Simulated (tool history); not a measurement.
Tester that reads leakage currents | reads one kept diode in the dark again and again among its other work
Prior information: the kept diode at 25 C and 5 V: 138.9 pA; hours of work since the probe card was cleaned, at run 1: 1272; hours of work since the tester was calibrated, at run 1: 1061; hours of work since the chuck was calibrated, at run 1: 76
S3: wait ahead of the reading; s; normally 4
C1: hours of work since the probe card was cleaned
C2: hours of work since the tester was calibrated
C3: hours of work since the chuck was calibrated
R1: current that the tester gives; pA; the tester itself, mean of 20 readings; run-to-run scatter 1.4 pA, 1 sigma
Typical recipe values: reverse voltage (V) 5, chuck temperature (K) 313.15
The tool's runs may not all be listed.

Run 1, hour 0: usual settings; C1 1272; C2 1061; C3 76. Result: R1 473.16 pA.
Run 2, hour 126.5: usual settings; C1 1332; C2 1121; C3 136. Result: R1 475.18 pA.
Run 3, hour 348.2: usual settings; C1 1437; C2 1226; C3 241. Result: R1 475.26 pA.
Run 4, hour 564.4: usual settings; C1 1540; C2 1329; C3 344. Result: R1 477.6 pA.
Run 5, hour 688.8: usual settings; C1 1600; C2 1388; C3 404. Result: R1 480.83 pA.
Run 6, hour 828.9: usual settings; C1 1666; C2 1455; C3 470. Result: R1 481.84 pA.
Run 7, hour 938.3: usual settings but reverse voltage (V) 6.78; C1 1718; C2 1507; C3 522. Result: R1 568.4 pA.
Run 8, hour 1127.6: usual settings but reverse voltage (V) 16.85; C1 1808; C2 1597; C3 612. Result: R1 932.81 pA.
Run 9, hour 1315.1: usual settings but reverse voltage (V) 16.85; C1 1898; C2 1686; C3 702. Result: R1 937.79 pA.
At hour 1433.5: probe card cleaned and baked.
Run 10, hour 1520.3: usual settings but S3 0.48 s; C1 41; C2 1783; C3 798. Result: R1 485.57 pA.
Run 11, hour 1654.4: usual settings but S3 0.53 s; C1 105; C2 1846; C3 862. Result: R1 487.96 pA.
Run 12, hour 1885.5: usual settings but S3 0.53 s; C1 215; C2 1956; C3 972. Result: R1 491.92 pA.
Run 13, hour 1989.4: usual settings but S3 0.53 s; C1 264; C2 2006; C3 1021. Result: R1 492.45 pA.
Run 14, hour 2107.5: usual settings but S3 0.53 s; C1 321; C2 2062; C3 1077. Result: R1 492.71 pA.
Run 15, hour 2231: usual settings but S3 0.53 s; C1 379; C2 2121; C3 1136. Result: R1 495.41 pA.
Run 16, hour 2458.4: usual settings but S3 0.53 s; C1 488; C2 2229; C3 1244. Result: R1 499.6 pA.
Run 17, hour 2686.4: usual settings but S3 0.53 s; C1 596; C2 2337; C3 1353. Result: R1 499.43 pA.

What will run 18 give?
Run 18, hour 2868.7: usual settings but chuck temperature (K) 320.15, S3 1.1 s; C1 683; C2 2424; C3 1439. Result: R1 ?.

For run 18 the tool returned R1 843.28 pA.
Take away the tool's hidden state, keep the run-to-run variation as it was, and the same run would have given R1 774.04 pA.
